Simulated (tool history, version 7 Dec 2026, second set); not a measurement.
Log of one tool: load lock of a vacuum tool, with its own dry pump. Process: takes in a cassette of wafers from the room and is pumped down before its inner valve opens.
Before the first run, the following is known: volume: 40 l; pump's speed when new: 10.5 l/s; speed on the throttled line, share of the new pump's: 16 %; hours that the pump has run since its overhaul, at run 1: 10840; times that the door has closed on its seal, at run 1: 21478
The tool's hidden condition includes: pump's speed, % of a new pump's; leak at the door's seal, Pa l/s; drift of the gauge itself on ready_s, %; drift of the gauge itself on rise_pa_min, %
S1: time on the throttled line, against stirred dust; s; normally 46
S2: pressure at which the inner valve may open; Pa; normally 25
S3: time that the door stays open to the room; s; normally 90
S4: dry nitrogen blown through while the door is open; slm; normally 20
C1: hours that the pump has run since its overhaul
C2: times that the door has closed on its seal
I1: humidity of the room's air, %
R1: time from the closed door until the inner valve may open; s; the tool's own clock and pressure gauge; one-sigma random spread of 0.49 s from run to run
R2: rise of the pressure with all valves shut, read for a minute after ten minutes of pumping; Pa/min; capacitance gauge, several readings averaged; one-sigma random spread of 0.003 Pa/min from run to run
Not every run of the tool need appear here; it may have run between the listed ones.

{"run": 1, "day": 0.0, "S1": 46, "S2": 25, "S3": 90, "S4": 20, "C1": 10840, "C2": 21478, "I1": 46.7, "R1": 77.1, "R2": 0.142}
{"run": 2, "day": 7.654, "S1": 46, "S2": 25, "S3": 91, "S4": 20, "C1": 11024, "C2": 21980, "I1": 44.5, "R1": 77.9, "R2": 0.145}
{"run": 3, "day": 16.292, "S1": 41, "S2": 25, "S3": 90, "S4": 20, "C1": 11231, "C2": 22547, "I1": 44, "R1": 73.6, "R2": 0.154}
{"run": 4, "day": 28.438, "S1": 41, "S2": 25, "S3": 90, "S4": 20, "C1": 11523, "C2": 23343, "I1": 42.8, "R1": 74.5, "R2": 0.149}
{"run": 5, "day": 37.971, "S1": 46, "S2": 25, "S3": 90, "S4": 20, "C1": 11752, "C2": 23968, "I1": 46, "R1": 78.2, "R2": 0.168}
{"day": 46.988, "done": "dry pump taken out, an overhauled one fitted"}
{"day": 48.221, "done": "door's seal changed, seat wiped"}
{"run": 6, "day": 51.358, "S1": 46, "S2": 25, "S3": 90, "S4": 8, "C1": 103, "C2": 206, "I1": 45.1, "R1": 70.5, "R2": 0.054}
{"run": 7, "day": 63.012, "S1": 46, "S2": 25, "S3": 90, "S4": 20, "C1": 383, "C2": 970, "I1": 44.8, "R1": 71, "R2": 0.036}
{"run": 8, "day": 70.038, "S1": 46, "S2": 25, "S3": 90, "S4": 20, "C1": 552, "C2": 1431, "I1": 45.6, "R1": 70.3, "R2": 0.037}
{"run": 9, "day": 76.483, "S1": 46, "S2": 22, "S3": 90, "S4": 20, "C1": 706, "C2": 1853, "I1": 47.5, "R1": 70.9, "R2": 0.046}
{"run": 10, "day": 87.871, "S1": 46, "S2": 25, "S3": 90, "S4": 20, "C1": 980, "C2": 2600, "I1": 48.1, "R1": 70.7, "R2": 0.045}
{"run": 11, "day": 99.196, "S1": 46, "S2": 25, "S3": 101, "S4": 20, "C1": 1252, "C2": 3343, "I1": 44.4, "R1": 71.8, "R2": 0.04}
{"run": 12, "day": 110.554, "S1": 46, "S2": 25, "S3": 101, "S4": 20, "C1": 1524, "C2": 4087, "I1": 46.5, "R1": 71.7, "R2": 0.051}
{"run": 13, "day": 119.725, "S1": 46, "S2": 25, "S3": 101, "S4": 20, "C1": 1744, "C2": 4689, "I1": 43.2, "R1": 71, "R2": 0.047}
{"run": 14, "day": 127.862, "S1": 79, "S2": 27, "S3": 86, "S4": 27, "C1": 1940, "C2": 5222, "I1": 46.4, "R1": 99.1, "R2": 0.038}
{"run": 15, "day": 134.654, "S1": 79, "S2": 27, "S3": 86, "S4": 27, "C1": 2103, "C2": 5668, "I1": 47.3, "R1": 98.8, "R2": 0.051}
{"run": 16, "day": 145.429, "S1": 31, "S2": 27, "S3": 86, "S4": 5, "C1": 2361, "C2": 6374, "I1": 46.5, "R1": 59.2, "R2": 0.083}
{"run": 17, "day": 153.758, "S1": 34, "S2": 37, "S3": 45, "S4": 9, "C1": 2561, "C2": 6920, "I1": 42.2, "R1": 59.5, "R2": 0.052}
{"run": 18, "day": 165.712, "S1": 49, "S2": 46, "S3": 65, "S4": 23, "C1": 2848, "C2": 7704, "I1": 47.1, "R1": 71.6, "R2": 0.047}
{"run": 19, "day": 176.95, "S1": 77, "S2": 26, "S3": 90, "S4": 20, "C1": 3118, "C2": 8441, "I1": 43.5, "R1": 97.1, "R2": 0.058}
{"run": 20, "day": 186.25, "S1": 34, "S2": 26, "S3": 90, "S4": 4, "C1": 3341, "C2": 9051, "I1": 46.2, "R1": 62.5, "R2": 0.095}
{"run": 21, "day": 193.404, "S1": 35, "S2": 30, "S3": 34, "S4": 15, "C1": 3512, "C2": 9520, "I1": 45.9, "R1": 63.3, "R2": 0.056}

Alternative continuations, all from the tool just after run 21; predict every row:
{"run": "A", "day": 198.821, "S1": 70, "S2": 25, "S3": 128, "S4": 20, "C1": 3642, "C2": 9875, "I1": 40.9, "R1": "?", "R2": "?"}
{"run": "B", "day": 198.821, "S1": 46, "S2": 25, "S3": 40, "S4": 13, "C1": 3642, "C2": 9875, "I1": 37.9, "R1": "?", "R2": "?"}
{"run": "C", "day": 198.821, "S1": 46, "S2": 24, "S3": 107, "S4": 20, "C1": 3642, "C2": 9875, "I1": 47.1, "R1": "?", "R2": "?"}

run=A R1=92.3 R2=0.07
run=B R1=73 R2=0.054
run=C R1=73.8 R2=0.074
Without the tool's hidden state the same runs would have given:
run=A R1=90.2 R2=0.039
run=B R1=70.5 R2=0.023
run=C R1=71.3 R2=0.042

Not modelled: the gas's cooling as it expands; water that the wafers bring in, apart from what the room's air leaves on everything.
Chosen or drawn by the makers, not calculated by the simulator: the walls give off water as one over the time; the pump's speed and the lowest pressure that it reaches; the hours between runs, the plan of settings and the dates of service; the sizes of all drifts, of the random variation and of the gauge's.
